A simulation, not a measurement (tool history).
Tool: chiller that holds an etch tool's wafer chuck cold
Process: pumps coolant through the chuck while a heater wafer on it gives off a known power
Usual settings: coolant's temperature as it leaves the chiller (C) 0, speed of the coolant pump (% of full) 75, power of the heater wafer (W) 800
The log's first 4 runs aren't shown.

run    hour  coolant's temperature as it leaves the chiller (C)  speed of the coolant pump (% of full)  power of the heater wafer (W)  hours since the coolant was changed and the channels were flushed  hours since the pump was overhauled  hours since the chiller's thermometer was calibrated  chuck's temperature once it has settled (C)  how much warmer the coolant comes back (C)
  5   477.8                                                   0                                     63                            800                                                                478                                 1002                                                   478                                         8.79                                        4.77
  6   637.7                                                   0                                     84                            800                                                                638                                 1162                                                   638                                         7.39                                        3.54
  7   785.4                                                   0                                     84                            800                                                                785                                 1310                                                   785                                         7.36                                        3.58
  8   891.5                                                   0                                     75                            800                                                                891                                 1416                                                   891                                         7.87                                        4.03
  9  1019.8                                                   0                                     75                            800                                                               1020                                 1544                                                  1020                                         7.93                                        4.03
 10  1142.2                                                   0                                     75                            519                                                               1142                                 1667                                                  1142                                         4.92                                        2.61
 11  1296.1                                                   0                                     75                            519                                                               1296                                 1821                                                  1296                                         4.99                                        2.64
 12  1381.8                                                   0                                     75                            519                                                               1382                                 1906                                                  1382                                         4.98                                        2.63
 13  1511.8                                                   0                                     75                            800                                                               1512                                 2036                                                  1512                                         7.85                                        4.07
 14  1631.6                                                   0                                     75                            800                                                               1632                                 2156                                                  1632                                         7.94                                         4.1
 15  1752.8                                                   0                                     75                            800                                                               1753                                 2277                                                  1753                                         7.99                                        4.08
 16  1842.8                                                   0                                     75                            800                                                               1843                                 2367                                                  1843                                            8                                        4.05
 17    1941                                                  -8                                     85                            657                                                               1941                                 2466                                                  1941                                        -2.05                                        2.93
 18  2018.1                                                  -1                                     93                            800                                                               2018                                 2543                                                  2018                                         5.74                                        3.27
 19    2108                                                   4                                     93                            806                                                               2108                                 2633                                                  2108                                        11.02                                        3.29
 20  2243.8                                                   9                                     60                            713                                                               2244                                 2768                                                  2244                                        17.05                                        4.58
 21  2361.9                                                   9                                     60                            713                                                               2362                                 2887                                                  2362                                        17.05                                        4.62
     2379.1  -- coolant pump overhauled
 22    2436                                                   9                                     60                            713                                                               2431                                   57                                                  2431                                        17.19                                        4.68

The next listed run, before its measurement:
 23  2513.2                                                   0                                     75                           1195                                                               2508                                  134                                                  2508                                            ?                                           ?

{"run 23": {"chuck's temperature once it has settled (C)": 12.33, "how much warmer the coolant comes back (C)": 6.2}}
Without the tool's hidden state the same run would have given chuck's temperature once it has settled (C) 11.57, how much warmer the coolant comes back (C) 5.86.

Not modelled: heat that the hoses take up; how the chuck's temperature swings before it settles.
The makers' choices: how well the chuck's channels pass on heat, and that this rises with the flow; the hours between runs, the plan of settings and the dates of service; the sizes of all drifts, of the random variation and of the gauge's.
